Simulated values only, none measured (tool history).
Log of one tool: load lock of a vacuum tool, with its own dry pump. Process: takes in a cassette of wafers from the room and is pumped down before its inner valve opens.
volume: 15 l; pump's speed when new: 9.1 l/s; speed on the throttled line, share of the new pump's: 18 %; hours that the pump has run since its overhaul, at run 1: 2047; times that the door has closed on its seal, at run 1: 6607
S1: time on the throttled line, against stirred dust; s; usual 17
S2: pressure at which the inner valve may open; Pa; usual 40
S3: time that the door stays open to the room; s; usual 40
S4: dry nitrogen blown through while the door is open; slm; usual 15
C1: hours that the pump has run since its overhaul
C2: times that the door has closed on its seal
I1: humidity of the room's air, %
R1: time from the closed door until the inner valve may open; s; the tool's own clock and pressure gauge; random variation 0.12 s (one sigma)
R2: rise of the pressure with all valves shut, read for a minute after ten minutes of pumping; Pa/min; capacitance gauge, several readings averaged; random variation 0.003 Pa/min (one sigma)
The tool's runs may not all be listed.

run,hour,S1,S2,S3,S4,C1,C2,I1,R1,R2
1,0,17,40,40,15,2047,6607,45.8,27.1,0.07
2,41.8,17,40,40,15,2089,6751,47.5,27.3,0.073
3,105.4,17,65,40,15,2152,6970,45.1,26.6,0.068
4,143.5,14,65,40,15,2191,7101,44.6,23.7,0.072
5,187.2,17,40,40,5,2234,7251,48.7,27.3,0.088
6,272.3,17,40,40,5,2319,7543,44.5,27.4,0.085
7,314.7,17,40,40,5,2362,7688,45.7,27.3,0.084
8,398.6,17,40,40,15,2446,7977,46.7,27.3,0.082
9,443.3,17,40,40,15,2490,8130,47,27.6,0.079
10,518.5,17,40,40,15,2566,8389,42.4,27.3,0.081
11,598.6,17,40,40,15,2646,8664,42.9,27.2,0.086
12,688.8,17,40,40,15,2736,8974,46.3,27.4,0.088
13,736.8,17,60,40,15,2784,9139,47.1,26.7,0.086
14,803.6,17,60,40,15,2851,9368,43.9,26.5,0.086
15,867.8,17,60,40,15,2915,9589,45.4,26.8,0.093
16,915.2,17,60,40,15,2962,9752,47.9,26.8,0.095
17,962.1,12,40,40,24,3009,9913,43.5,23.2,0.088
18,1002.8,12,40,40,24,3050,10053,41.6,23.4,0.092
19,1071.6,12,73,40,24,3119,10289,43.1,22.5,0.083
20,1116.8,12,73,40,24,3164,10444,46.1,22,0.092
21,1180.1,32,49,90,24,3227,10662,40.5,39.2,0.101
22,1253.5,10,78,40,16,3301,10914,46.4,20.7,0.096
23,1292.6,17,40,147,8,3340,11048,41.6,27.4,0.146
24,1367,17,40,147,8,3414,11304,44.4,27.3,0.157
25,1453,17,48,40,14,3500,11599,46.5,27.2,0.11
26,1515.9,28,48,102,14,3563,11815,44.7,36.2,0.133
27,1582.4,22,48,102,14,3629,12044,48.7,31.1,0.136
28,1663.8,10,48,45,26,3711,12324,40.8,21.2,0.102
29,1705.4,10,40,151,15,3753,12467,43.5,21.6,0.145
30,1743.4,10,40,151,15,3790,12597,41.9,21.7,0.148
31,1810.4,22,46,40,15,3857,12827,45.9,31.2,0.112
32,1851.9,22,46,40,15,3899,12970,44.4,31.4,0.123

Hidden state or all else? Some run-to-run changes of R1, split into what the settings, what came in and random variation would give without the hidden state, and what is left for the hidden state (with any gauge scatter that isn't in both results):
The hidden state here: pump's speed, % of a new pump's; leak at the door's seal, Pa l/s; drift of the gauge itself on ready_s, %; drift of the gauge itself on rise_pa_min, %.
Run 2 -> 3: S2 40 -> 65. R1 -0.7 s: hidden state -0.1, all else -0.6.
Run 20 -> 21: S1 12 -> 32, S2 73 -> 49, S3 40 -> 90. R1 +17.2 s: hidden state -0.2, all else +17.4.
Run 21 -> 22: S1 32 -> 10, S2 49 -> 78, S3 90 -> 40, S4 24 -> 16. R1 -18.5 s: hidden state +0.2, all else -18.7.
Run 27 -> 28: S1 22 -> 10, S3 102 -> 45, S4 14 -> 26. R1 -9.9 s: hidden state +0.1, all else -10.
